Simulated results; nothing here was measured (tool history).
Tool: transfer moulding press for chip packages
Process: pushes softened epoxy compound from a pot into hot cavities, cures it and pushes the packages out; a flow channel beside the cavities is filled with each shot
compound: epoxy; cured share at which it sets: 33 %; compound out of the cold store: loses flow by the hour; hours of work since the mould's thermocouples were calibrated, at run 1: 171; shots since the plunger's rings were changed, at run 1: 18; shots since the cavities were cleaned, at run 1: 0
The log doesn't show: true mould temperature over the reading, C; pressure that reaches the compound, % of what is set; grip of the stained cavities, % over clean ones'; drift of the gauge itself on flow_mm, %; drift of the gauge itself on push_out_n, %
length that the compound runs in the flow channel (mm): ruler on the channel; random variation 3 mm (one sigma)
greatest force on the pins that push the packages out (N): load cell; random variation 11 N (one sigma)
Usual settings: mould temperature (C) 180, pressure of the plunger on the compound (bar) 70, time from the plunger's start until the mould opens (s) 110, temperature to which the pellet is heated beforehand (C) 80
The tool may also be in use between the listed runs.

run   hour  mould temperature (C)  pressure of the plunger on the compound (bar)  time from the plunger's start until the mould opens (s)  temperature to which the pellet is heated beforehand (C)  hours of work since the mould's thermocouples were calibrated  shots since the plunger's rings were changed  shots since the cavities were cleaned  incoming compound's hours out of the cold store  length that the compound runs in the flow channel (mm)  greatest force on the pins that push the packages out (N)
  1      0                    180                                             70                                                      110                                                        80                                                            171                                            18                                      0                                             27.1                                                     609                                                        516
  2   17.5                    180                                           52.5                                                      110                                                        80                                                            183                                           212                                    194                                               32                                                     517                                                        610
  3     34                    180                                           78.5                                                      110                                                        80                                                            195                                           394                                    376                                             41.3                                                     598                                                        653
      60.8  -- cavities cleaned with cleaning compound and waxed
  4   65.9                    180                                           78.5                                                      110                                                        80                                                            216                                           732                                     58                                             40.2                                                     609                                                        532
  5   90.1                    180                                             70                                                      110                                                        80                                                            233                                           999                                    325                                              9.7                                                     666                                                        670
  6  108.9                    180                                             70                                                      110                                                        80                                                            247                                          1207                                    533                                             36.8                                                     576                                                        713
     121.5  -- cavities cleaned with cleaning compound and waxed
  7  130.9                    180                                           59.6                                                      110                                                        80                                                            261                                          1434                                    104                                             42.7                                                     516                                                        541
  8  160.6                    180                                           59.6                                                      110                                                        80                                                            282                                          1763                                    433                                             30.8                                                     544                                                        647
     180.8  -- cavities cleaned with cleaning compound and waxed
  9  186.6                    180                                           59.6                                                      110                                                        80                                                            299                                          2033                                     63                                             20.2                                                     576                                                        501
 10  210.6                    180                                           59.6                                                      110                                                        80                                                            316                                          2299                                    329                                             15.8                                                     586                                                        653
     240.6  -- cavities cleaned with cleaning compound and waxed
 11    242                    180                                             70                                                      110                                                        80                                                            337                                          2631                                     16                                             11.8                                                     643                                                        509
 12  261.2                    180                                             70                                                      110                                                        80                                                            351                                          2842                                    227                                              9.5                                                     652                                                        622
 13  296.7                    180                                             70                                                      110                                                        80                                                            376                                          3235                                    620                                             28.3                                                     587                                                        711
     300.6  -- cavities cleaned with cleaning compound and waxed
 14  320.6                    180                                             70                                                      110                                                        80                                                            392                                          3483                                    221                                             38.6                                                     559                                                        588
 15  352.9                    180                                             70                                                      110                                                        80                                                            414                                          3841                                    579                                             21.1                                                     604                                                        703
     361.6  -- cavities cleaned with cleaning compound and waxed
 16  388.3                    180                                           57.1                                                      110                                                        75                                                            438                                          4217                                    297                                             35.4                                                     506                                                        621
 17  414.3                    180                                           57.1                                                      110                                                        75                                                            457                                          4504                                    584                                             44.1                                                     481                                                        683
     420.9  -- cavities cleaned with cleaning compound and waxed
 18  447.6                    180                                           57.1                                                      110                                                        75                                                            479                                          4856                                    295                                             16.2                                                     549                                                        626
     479.2  -- cavities cleaned with cleaning compound and waxed
 19  483.3                    180                                           57.1                                                      110                                                        75                                                            503                                          5234                                     45                                               25                                                     527                                                        525
 20  503.3                    180                                             70                                                      112                                                        77                                                            517                                          5455                                    266                                             21.6                                                     590                                                        611
 21  527.7                    176                                           64.8                                                      110                                                        80                                                            535                                          5726                                    537                                             17.2                                                     589                                                        869
     539.4  -- cavities cleaned with cleaning compound and waxed
 22  555.6                    176                                           64.8                                                      110                                                        80                                                            553                                          6018                                    179                                             40.3                                                     526                                                        685
     568.8  -- plunger's sealing rings changed
 23  587.4                    180                                             70                                                      102                                                        80                                                            574                                           205                                    503                                             15.1                                                     652                                                        783
     602.6  -- cavities cleaned with cleaning compound and waxed
 24  611.2                    180                                             70                                                      102                                                        80                                                            590                                           452                                     95                                             34.2                                                     587                                                        601
 25  645.2                    173                                             70                                                      110                                                        80                                                            614                                           828                                    471                                             11.4                                                     690                                                       1115
     662.3  -- cavities cleaned with cleaning compound and waxed
 26  672.3                    173                                             70                                                      110                                                        87                                                            632                                          1112                                    111                                             18.2                                                     660                                                        817
 27  690.9                    173                                             70                                                      110                                                        87                                                            645                                          1317                                    316                                             30.5                                                     616                                                        905
 28  716.7                    182                                           68.1                                                      134                                                        82                                                            663                                          1603                                    602                                             38.8                                                     555                                                        602

4 ways to go on from here, each from the tool as it stands after run 28. What would each give?
     721.3  -- cavities cleaned with cleaning compound and waxed
  A  744.7                    185                                           82.6                                                      110                                                        88                                                            682                                          1896                                    259                                             30.2                                                       ?                                                          ?
     721.3  -- cavities cleaned with cleaning compound and waxed
  B  744.7                    180                                           73.2                                                      112                                                        85                                                            682                                          1896                                    259                                             29.9                                                       ?                                                          ?
     721.3  -- cavities cleaned with cleaning compound and waxed
  C  744.7                    183                                           68.1                                                      113                                                        81                                                            682                                          1896                                    259                                             46.1                                                       ?                                                          ?
     721.3  -- cavities cleaned with cleaning compound and waxed
  D  744.7                    182                                           82.1                                                      142                                                        84                                                            682                                          1896                                    259                                             35.3                                                       ?                                                          ?

run  length that the compound runs in the flow channel (mm)  greatest force on the pins that push the packages out (N)
  A                                                     626                                                        544
  B                                                     605                                                        574
  C                                                     528                                                        524
  D                                                     613                                                        500
Without the tool's hidden state the same runs would have given:
run  length that the compound runs in the flow channel (mm)  greatest force on the pins that push the packages out (N)
  A                                                     643                                                        433
  B                                                     622                                                        465
  C                                                     543                                                        418
  D                                                     631                                                        395
